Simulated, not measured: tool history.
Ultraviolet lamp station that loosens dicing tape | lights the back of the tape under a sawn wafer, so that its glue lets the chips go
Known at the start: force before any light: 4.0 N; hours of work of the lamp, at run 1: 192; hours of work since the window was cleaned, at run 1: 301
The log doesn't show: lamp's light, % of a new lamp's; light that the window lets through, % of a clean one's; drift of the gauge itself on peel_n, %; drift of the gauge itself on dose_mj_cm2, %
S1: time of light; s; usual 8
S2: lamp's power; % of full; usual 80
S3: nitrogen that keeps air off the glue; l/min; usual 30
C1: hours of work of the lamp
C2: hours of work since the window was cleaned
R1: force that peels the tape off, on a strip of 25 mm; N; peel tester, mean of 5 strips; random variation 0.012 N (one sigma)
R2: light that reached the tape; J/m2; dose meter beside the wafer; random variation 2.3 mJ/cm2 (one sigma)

{"run": 1, "day": 0.0, "S1": 8, "S2": 80, "S3": 30, "C1": 192, "C2": 301, "R1": 0.64, "R2": 1940}
{"run": 2, "day": 1.521, "S1": 8, "S2": 80, "S3": 30, "C1": 209, "C2": 318, "R1": 0.603, "R2": 1960}
{"run": 3, "day": 3.442, "S1": 8, "S2": 80, "S3": 30, "C1": 231, "C2": 340, "R1": 0.649, "R2": 1900}
{"run": 4, "day": 5.638, "S1": 8, "S2": 80, "S3": 30, "C1": 256, "C2": 365, "R1": 0.629, "R2": 1890}
{"run": 5, "day": 6.671, "S1": 8, "S2": 80, "S3": 30, "C1": 267, "C2": 376, "R1": 0.653, "R2": 1880}
{"run": 6, "day": 8.233, "S1": 8, "S2": 80, "S3": 30, "C1": 285, "C2": 394, "R1": 0.679, "R2": 1860}
{"run": 7, "day": 10.204, "S1": 8, "S2": 78, "S3": 30, "C1": 307, "C2": 416, "R1": 0.725, "R2": 1830}
{"day": 10.604, "done": "window cleaned of glue's vapour"}
{"run": 8, "day": 11.704, "S1": 8, "S2": 80, "S3": 30, "C1": 324, "C2": 12, "R1": 0.62, "R2": 1980}
{"run": 9, "day": 12.788, "S1": 8, "S2": 76, "S3": 30, "C1": 336, "C2": 25, "R1": 0.65, "R2": 1910}
{"run": 10, "day": 15.092, "S1": 8, "S2": 76, "S3": 11, "C1": 362, "C2": 51, "R1": 1.002, "R2": 1860}
{"run": 11, "day": 16.933, "S1": 8, "S2": 76, "S3": 60, "C1": 383, "C2": 72, "R1": 0.525, "R2": 1860}
{"run": 12, "day": 18.767, "S1": 8, "S2": 76, "S3": 60, "C1": 404, "C2": 92, "R1": 0.549, "R2": 1870}
{"run": 13, "day": 19.921, "S1": 8, "S2": 76, "S3": 60, "C1": 417, "C2": 105, "R1": 0.55, "R2": 1870}
{"run": 14, "day": 22.138, "S1": 8, "S2": 76, "S3": 60, "C1": 442, "C2": 131, "R1": 0.543, "R2": 1830}
{"run": 15, "day": 23.329, "S1": 8, "S2": 76, "S3": 60, "C1": 456, "C2": 144, "R1": 0.55, "R2": 1820}
{"run": 16, "day": 24.542, "S1": 5, "S2": 76, "S3": 60, "C1": 469, "C2": 158, "R1": 1.067, "R2": 1120}
{"run": 17, "day": 25.85, "S1": 8, "S2": 80, "S3": 30, "C1": 484, "C2": 173, "R1": 0.682, "R2": 1900}
{"run": 18, "day": 28.171, "S1": 8, "S2": 80, "S3": 30, "C1": 511, "C2": 199, "R1": 0.674, "R2": 1890}
{"run": 19, "day": 29.462, "S1": 8, "S2": 90, "S3": 30, "C1": 525, "C2": 213, "R1": 0.573, "R2": 2040}
{"run": 20, "day": 31.1, "S1": 8, "S2": 90, "S3": 30, "C1": 544, "C2": 232, "R1": 0.56, "R2": 2030}
{"run": 21, "day": 32.867, "S1": 8, "S2": 90, "S3": 30, "C1": 564, "C2": 252, "R1": 0.582, "R2": 2040}
{"run": 22, "day": 34.079, "S1": 8, "S2": 90, "S3": 30, "C1": 577, "C2": 266, "R1": 0.561, "R2": 2040}
{"run": 23, "day": 36.412, "S1": 11, "S2": 75, "S3": 11, "C1": 604, "C2": 292, "R1": 0.748, "R2": 2300}
{"run": 24, "day": 37.367, "S1": 11, "S2": 75, "S3": 11, "C1": 615, "C2": 303, "R1": 0.76, "R2": 2250}
{"run": 25, "day": 39.304, "S1": 8, "S2": 77, "S3": 36, "C1": 637, "C2": 325, "R1": 0.741, "R2": 1710}
{"run": 26, "day": 40.617, "S1": 8, "S2": 77, "S3": 36, "C1": 651, "C2": 340, "R1": 0.734, "R2": 1680}
{"run": 27, "day": 42.983, "S1": 8, "S2": 77, "S3": 36, "C1": 678, "C2": 367, "R1": 0.707, "R2": 1640}
{"run": 28, "day": 45.312, "S1": 8, "S2": 71, "S3": 36, "C1": 705, "C2": 393, "R1": 0.873, "R2": 1480}
{"run": 29, "day": 47.333, "S1": 8, "S2": 71, "S3": 36, "C1": 727, "C2": 416, "R1": 0.905, "R2": 1440}
{"day": 47.829, "done": "window cleaned of glue's vapour"}
{"run": 30, "day": 48.929, "S1": 8, "S2": 71, "S3": 36, "C1": 745, "C2": 12, "R1": 0.783, "R2": 1660}
{"run": 31, "day": 50.608, "S1": 5, "S2": 71, "S3": 36, "C1": 764, "C2": 31, "R1": 1.372, "R2": 970}
{"run": 32, "day": 52.8, "S1": 8, "S2": 75, "S3": 30, "C1": 789, "C2": 56, "R1": 0.766, "R2": 1730}
{"run": 33, "day": 54.971, "S1": 5, "S2": 82, "S3": 15, "C1": 814, "C2": 81, "R1": 1.493, "R2": 1140}
{"run": 34, "day": 57.258, "S1": 5, "S2": 65, "S3": 38, "C1": 840, "C2": 107, "R1": 1.572, "R2": 900}
{"run": 35, "day": 58.212, "S1": 6, "S2": 67, "S3": 30, "C1": 850, "C2": 118, "R1": 1.294, "R2": 1080}
{"run": 36, "day": 60.208, "S1": 6, "S2": 80, "S3": 40, "C1": 873, "C2": 140, "R1": 1.017, "R2": 1300}
{"run": 37, "day": 62.017, "S1": 5, "S2": 69, "S3": 40, "C1": 893, "C2": 161, "R1": 1.427, "R2": 940}
{"run": 38, "day": 62.992, "S1": 6, "S2": 96, "S3": 10, "C1": 904, "C2": 172, "R1": 1.245, "R2": 1530}
{"run": 39, "day": 64.825, "S1": 5, "S2": 99, "S3": 39, "C1": 925, "C2": 192, "R1": 0.978, "R2": 1310}
{"run": 40, "day": 66.275, "S1": 12, "S2": 99, "S3": 39, "C1": 942, "C2": 209, "R1": 0.307, "R2": 3120}
{"run": 41, "day": 68.55, "S1": 8, "S2": 83, "S3": 30, "C1": 967, "C2": 235, "R1": 0.722, "R2": 1730}
{"run": 42, "day": 70.662, "S1": 8, "S2": 83, "S3": 30, "C1": 991, "C2": 258, "R1": 0.775, "R2": 1710}
{"run": 43, "day": 71.708, "S1": 8, "S2": 83, "S3": 30, "C1": 1003, "C2": 270, "R1": 0.772, "R2": 1700}

Hidden state or all else? Some run-to-run changes of R1, split into what the settings, what came in and random variation would give without the hidden state, and what is left for the hidden state (with any gauge scatter that isn't in both results):
Run 29 -> 30: window cleaned of glue's vapour. R1 -0.122 N: hidden state -0.115, all else -0.007.
Run 31 -> 32: S1 5 -> 8, S2 71 -> 75, S3 36 -> 30. R1 -0.606 N: hidden state -0.059, all else -0.547.
Run 32 -> 33: S1 8 -> 5, S2 75 -> 82, S3 30 -> 15. R1 +0.727 N: hidden state +0.089, all else +0.638.
Run 39 -> 40: S1 5 -> 12. R1 -0.671 N: hidden state -0.224, all else -0.447.
Run 40 -> 41: S1 12 -> 8, S2 99 -> 83, S3 39 -> 30. R1 +0.415 N: hidden state +0.184, all else +0.231.

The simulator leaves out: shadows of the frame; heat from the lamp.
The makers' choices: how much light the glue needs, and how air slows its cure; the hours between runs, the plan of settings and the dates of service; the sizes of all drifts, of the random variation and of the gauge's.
